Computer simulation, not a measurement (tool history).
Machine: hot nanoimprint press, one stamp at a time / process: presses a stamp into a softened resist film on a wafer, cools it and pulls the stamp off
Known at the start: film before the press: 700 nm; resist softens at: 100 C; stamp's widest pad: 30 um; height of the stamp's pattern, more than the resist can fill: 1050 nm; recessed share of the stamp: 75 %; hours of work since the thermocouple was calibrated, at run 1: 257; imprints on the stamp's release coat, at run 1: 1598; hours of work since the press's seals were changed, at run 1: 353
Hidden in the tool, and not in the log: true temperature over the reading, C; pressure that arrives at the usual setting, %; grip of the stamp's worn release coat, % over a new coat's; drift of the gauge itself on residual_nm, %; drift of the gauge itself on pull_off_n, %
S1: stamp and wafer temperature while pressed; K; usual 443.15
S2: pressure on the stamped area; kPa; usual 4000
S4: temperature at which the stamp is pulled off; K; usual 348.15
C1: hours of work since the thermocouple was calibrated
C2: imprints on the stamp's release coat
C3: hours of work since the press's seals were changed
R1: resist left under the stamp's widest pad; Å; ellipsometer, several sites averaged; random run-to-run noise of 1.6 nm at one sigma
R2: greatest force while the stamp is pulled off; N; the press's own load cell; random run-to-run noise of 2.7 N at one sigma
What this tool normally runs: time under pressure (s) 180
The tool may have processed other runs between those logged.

run 1 hour=0 | S1=443.15 S2=4000 time_under_pressure_(s)=180 S4=348.15 | C1=257 C2=1598 C3=353 | R1=3412 R2=201
run 2 hour=69.8 | S1=443.15 S2=4000 time_under_pressure_(s)=180 S4=348.15 | C1=295 C2=1806 C3=392 | R1=3349 R2=211
run 3 hour=137.8 | S1=443.15 S2=3040 time_under_pressure_(s)=180 S4=348.15 | C1=332 C2=2007 C3=429 | R1=3769 R2=221
run 4 hour=191.4 | S1=443.15 S2=3040 time_under_pressure_(s)=180 S4=348.15 | C1=362 C2=2167 C3=459 | R1=3732 R2=227
run 5 hour=250.4 | S1=443.15 S2=3040 time_under_pressure_(s)=180 S4=348.15 | C1=394 C2=2342 C3=491 | R1=3708 R2=239
-- hour=282.8 stamp cleaned and given a new release coat
run 6 hour=340.9 | S1=443.15 S2=3040 time_under_pressure_(s)=180 S4=348.15 | C1=441 C2=173 C3=538 | R1=3664 R2=122
-- hour=390.8 plate thermocouple calibrated
run 7 hour=398.1 | S1=443.15 S2=4000 time_under_pressure_(s)=180 S4=348.15 | C1=4 C2=334 C3=567 | R1=3623 R2=138
run 8 hour=459.1 | S1=443.15 S2=4000 time_under_pressure_(s)=180 S4=348.15 | C1=38 C2=515 C3=601 | R1=3620 R2=150
run 9 hour=521.9 | S1=443.15 S2=4000 time_under_pressure_(s)=180 S4=348.15 | C1=72 C2=702 C3=635 | R1=3597 R2=156
run 10 hour=598.4 | S1=443.15 S2=4000 time_under_pressure_(s)=180 S4=348.15 | C1=114 C2=929 C3=677 | R1=3551 R2=166
run 11 hour=668.2 | S1=435.15 S2=4000 time_under_pressure_(s)=180 S4=348.15 | C1=153 C2=1136 C3=716 | R1=5091 R2=173
run 12 hour=709.9 | S1=435.15 S2=4000 time_under_pressure_(s)=180 S4=348.15 | C1=175 C2=1260 C3=739 | R1=5067 R2=180
run 13 hour=764.8 | S1=443.15 S2=4000 time_under_pressure_(s)=180 S4=348.15 | C1=206 C2=1423 C3=769 | R1=3506 R2=189
run 14 hour=804 | S1=435.15 S2=4000 time_under_pressure_(s)=180 S4=334.15 | C1=227 C2=1539 C3=791 | R1=5018 R2=265
run 15 hour=871.4 | S1=445.15 S2=4000 time_under_pressure_(s)=155 S4=347.15 | C1=264 C2=1740 C3=828 | R1=3267 R2=211
run 16 hour=916.5 | S1=445.15 S2=6260 time_under_pressure_(s)=145 S4=350.15 | C1=289 C2=1874 C3=852 | R1=2732 R2=209
-- hour=972.6 press's hydraulic seals changed and the load cell set to zero
run 17 hour=1008.6 | S1=445.15 S2=6260 time_under_pressure_(s)=145 S4=350.15 | C1=335 C2=2123 C3=20 | R1=2651 R2=212

Run 18, settings as shown, results not yet in. Your forecast:
run 18 hour=1055.5 | S1=445.15 S2=6260 time_under_pressure_(s)=128 S4=343.15 | C1=361 C2=2263 C3=46 | R1=? R2=?

Run 18 yielded R1 2745 Å, R2 265 N.
On a tool with no hidden condition, and with the same random variation, this run would have come out at R1 2993 Å, R2 139 N.

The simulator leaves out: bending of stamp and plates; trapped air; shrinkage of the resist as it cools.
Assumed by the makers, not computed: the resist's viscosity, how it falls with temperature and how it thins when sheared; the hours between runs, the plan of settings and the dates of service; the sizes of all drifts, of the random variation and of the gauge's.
